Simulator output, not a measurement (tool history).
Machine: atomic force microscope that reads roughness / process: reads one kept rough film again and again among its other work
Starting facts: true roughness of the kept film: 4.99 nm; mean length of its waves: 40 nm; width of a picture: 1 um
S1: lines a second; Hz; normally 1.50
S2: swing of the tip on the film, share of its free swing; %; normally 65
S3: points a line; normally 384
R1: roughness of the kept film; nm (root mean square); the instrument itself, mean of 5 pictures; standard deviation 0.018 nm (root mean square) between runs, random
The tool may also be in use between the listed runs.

run	hour	S1	S2	S3	R1
1	0.0	1.50	65	384	3.839
2	31.3	0.62	65	384	3.971
3	78.1	0.62	65	384	3.903
4	121.5	0.62	69	384	3.804
# hour 130.4: new tip fitted
5	160.0	0.62	69	384	4.366
6	190.1	0.62	69	384	4.329
7	230.6	2.26	65	384	3.999
8	262.4	2.26	65	384	3.901
9	287.2	0.92	65	384	4.134
10	319.7	0.92	65	384	4.093
11	352.8	0.92	65	384	4.039
12	406.4	0.92	65	384	3.975
13	438.3	0.92	88	384	3.598
14	468.1	0.92	88	384	3.590
15	509.3	0.92	88	384	3.529
16	553.0	1.23	69	329	3.695
# hour 578.0: new tip fitted
17	589.3	1.12	59	329	4.340
18	635.6	1.12	59	329	4.243
19	674.7	1.12	59	329	4.223
20	707.1	1.12	59	329	4.186
21	729.8	1.34	65	948	4.037
22	784.2	1.50	80	718	3.646

Below are 5 alternative next runs, each starting from the tool's condition after run 22. Predict each:
A	815.7	1.50	58	384	?
B	815.7	2.96	61	638	?
C	815.7	3.48	65	527	?
D	815.7	1.38	90	277	?
E	815.7	2.07	65	740	?

run	R1
A	4.010
B	3.788
C	3.628
D	3.395
E	3.800
With the hidden condition removed and each run's random variation left untouched, the same runs would have given:
run	R1
A	4.395
B	4.151
C	3.976
D	3.721
E	4.165
